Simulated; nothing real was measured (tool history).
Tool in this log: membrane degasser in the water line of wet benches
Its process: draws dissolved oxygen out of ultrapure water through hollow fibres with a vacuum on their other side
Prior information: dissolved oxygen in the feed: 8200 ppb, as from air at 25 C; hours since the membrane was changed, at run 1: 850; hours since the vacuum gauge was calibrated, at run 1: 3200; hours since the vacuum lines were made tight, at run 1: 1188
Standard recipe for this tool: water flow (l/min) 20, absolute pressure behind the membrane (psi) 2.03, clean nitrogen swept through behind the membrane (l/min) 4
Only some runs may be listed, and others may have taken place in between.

run	hour	water flow (l/min)	absolute pressure behind the membrane (psi)	clean nitrogen swept through behind the membrane (l/min)	hours since the membrane was changed	hours since the vacuum gauge was calibrated	hours since the vacuum lines were made tight	dissolved oxygen in the water behind the degasser (ppb)	pressure that the water loses in the fibres (psi)
1	0	20	2.03	4	850	3200	1188	260.9	4.744
2	43.4	20	2.03	4	894	3243	1232	255.7	4.682
3	71.3	20	2.03	4	922	3271	1260	257.5	4.705
4	105.8	20	2.03	4	956	3306	1294	262.4	4.717
5	139.2	20	2.03	4	990	3339	1328	261.3	4.74
6	159.4	20	2.03	4	1010	3359	1348	260.8	4.766
7	190.2	20	2.03	4	1041	3390	1379	260.3	4.753
8	226.5	20	2.03	4	1077	3426	1415	261.8	4.699
9	251.2	20	2.03	4	1102	3451	1440	259.3	4.704
10	295.7	20	2.03	2.19	1146	3496	1484	362.4	4.673
11	338.3	20	2.03	2.19	1189	3538	1527	357.5	4.675
12	378.8	20	2.03	4	1229	3579	1567	260.7	4.746
13	419.3	20	2.03	4	1270	3619	1608	259.6	4.725
14	462.7	20	2.03	4	1313	3663	1651	254.9	4.737
15	494.7	20	2.03	4	1345	3695	1683	259.4	4.685
16	538.2	20	2.03	4	1389	3738	1727	261.6	4.796
17	582.4	20	2.03	4	1433	3782	1771	262.5	4.676
18	624	22	3.8	4.14	1474	3824	1812	458.1	5.198
19	650.4	22	3.8	4.14	1501	3850	1839	459.1	5.217
20	675.5	22	1.67	11.81	1526	3875	1864	218.8	5.23
21	695.2	32	1.26	1.86	1546	3895	1884	646.2	7.533
22	718.4	20	1.44	5.91	1569	3918	1907	188	4.728
23	763.4	19	2.03	3.49	1614	3963	1952	256.5	4.47
24	786.7	13	2.1	3.49	1637	3987	1975	132.5	3.065
25	817.8	26	4.37	4.89	1668	4018	2006	586.8	6.125
26	836.9	14	4.37	4.77	1687	4037	2025	229.3	3.326
27	868.7	15	2.39	7.76	1719	4069	2057	113.5	3.545
28	891.1	20	2.03	6.59	1742	4091	2079	213.4	4.735
29	928.4	17	1.75	5.37	1779	4128	2117	148.3	4.018
30	968.9	17	1.75	5.37	1819	4169	2157	145.3	4.009
31	990.7	13	2.89	5.84	1841	4191	2179	119.5	3.078
32	1031.9	13	2.89	5.84	1882	4232	2220	121.3	3.078

Had the tool no unlogged condition, and each run kept its random variation, what would the results have been?
Hidden state present: membrane still open, %; true pressure behind the membrane over the reading, kPa; air that leaks in behind the membrane, l/min; drift of the gauge itself on oxygen_ppb, %; drift of the gauge itself on loss_of_pressure_kpa, %.
run	dissolved oxygen in the water behind the degasser (ppb)	pressure that the water loses in the fibres (psi)
1	255.8	4.724
2	250.5	4.66
3	252.1	4.682
4	256.9	4.693
5	255.7	4.715
6	255.1	4.741
7	254.5	4.728
8	255.8	4.673
9	253.2	4.676
10	353.8	4.646
11	348.9	4.647
12	254.1	4.715
13	252.8	4.693
14	248.1	4.704
15	252.3	4.653
16	254.3	4.762
17	255.1	4.641
18	449	5.159
19	449.8	5.176
20	212.1	5.188
21	627.1	7.472
22	181.3	4.691
23	248.5	4.432
24	128	3.039
25	575.1	6.071
26	224.2	3.297
27	109.5	3.513
28	206.1	4.693
29	142.4	3.98
30	139.4	3.971
31	115.6	3.049
32	117.3	3.047

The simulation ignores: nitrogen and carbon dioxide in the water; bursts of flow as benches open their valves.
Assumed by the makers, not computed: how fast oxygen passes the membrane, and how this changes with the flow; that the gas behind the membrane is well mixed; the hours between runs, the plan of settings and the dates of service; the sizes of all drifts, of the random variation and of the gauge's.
